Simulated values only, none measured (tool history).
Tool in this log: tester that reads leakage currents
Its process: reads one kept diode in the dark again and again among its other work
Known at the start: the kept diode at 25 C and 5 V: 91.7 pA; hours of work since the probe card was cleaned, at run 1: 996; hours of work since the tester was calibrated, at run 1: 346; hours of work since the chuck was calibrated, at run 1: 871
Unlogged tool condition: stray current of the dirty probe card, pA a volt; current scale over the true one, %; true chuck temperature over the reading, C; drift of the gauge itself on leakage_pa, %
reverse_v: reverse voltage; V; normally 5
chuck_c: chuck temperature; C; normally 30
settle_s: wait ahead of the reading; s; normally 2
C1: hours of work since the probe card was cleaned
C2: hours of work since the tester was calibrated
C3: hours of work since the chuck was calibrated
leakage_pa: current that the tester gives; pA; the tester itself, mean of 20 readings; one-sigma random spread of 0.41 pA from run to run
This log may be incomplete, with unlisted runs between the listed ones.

run 1 hour=0 | reverse_v=5 chuck_c=30 settle_s=2 | C1=996 C2=346 C3=871 | leakage_pa=156.13
run 2 hour=110.5 | reverse_v=5 chuck_c=30 settle_s=2 | C1=1056 C2=405 C3=930 | leakage_pa=159.2
run 3 hour=197.3 | reverse_v=5 chuck_c=30 settle_s=2 | C1=1103 C2=452 C3=977 | leakage_pa=158.6
run 4 hour=328.4 | reverse_v=5 chuck_c=23 settle_s=2 | C1=1173 C2=522 C3=1048 | leakage_pa=95.73
-- hour=466.2 chuck's temperature calibrated
run 5 hour=473.3 | reverse_v=5 chuck_c=23 settle_s=2 | C1=1250 C2=599 C3=4 | leakage_pa=82.13
run 6 hour=589.4 | reverse_v=5 chuck_c=23 settle_s=2 | C1=1313 C2=662 C3=66 | leakage_pa=82.68
-- hour=604.3 probe card cleaned and baked
run 7 hour=683.6 | reverse_v=5 chuck_c=30 settle_s=2 | C1=43 C2=711 C3=115 | leakage_pa=139.98
run 8 hour=792.7 | reverse_v=5 chuck_c=30 settle_s=2 | C1=101 C2=770 C3=174 | leakage_pa=142.27
run 9 hour=867.8 | reverse_v=2.04 chuck_c=50 settle_s=0.86 | C1=142 C2=810 C3=215 | leakage_pa=399.06
run 10 hour=939.7 | reverse_v=2.04 chuck_c=50 settle_s=0.86 | C1=181 C2=849 C3=253 | leakage_pa=403.1
run 11 hour=1001.7 | reverse_v=2.04 chuck_c=50 settle_s=0.86 | C1=214 C2=882 C3=287 | leakage_pa=402.23
-- hour=1069.7 probe card cleaned and baked, once more
run 12 hour=1080.3 | reverse_v=2.04 chuck_c=50 settle_s=0.86 | C1=6 C2=923 C3=327 | leakage_pa=404.81
run 13 hour=1176 | reverse_v=2.01 chuck_c=30 settle_s=0.86 | C1=57 C2=974 C3=379 | leakage_pa=98.66
run 14 hour=1302.5 | reverse_v=6.29 chuck_c=30 settle_s=0.57 | C1=125 C2=1042 C3=447 | leakage_pa=162.36

Pick out some run-to-run changes in leakage_pa. Of each, how much would a tool without hidden state show as well, from the settings, what came in and chance, and how much is left for the hidden state and any gauge scatter not in both results compared?
Run 4 -> 5: chuck's temperature calibrated. leakage_pa -13.6 pA: hidden state -13.95, all else +0.35.
Run 12 -> 13: reverse_v 2.04 -> 2.01, chuck_c 50 -> 30. leakage_pa -306.15 pA: hidden state -11.93, all else -294.22.

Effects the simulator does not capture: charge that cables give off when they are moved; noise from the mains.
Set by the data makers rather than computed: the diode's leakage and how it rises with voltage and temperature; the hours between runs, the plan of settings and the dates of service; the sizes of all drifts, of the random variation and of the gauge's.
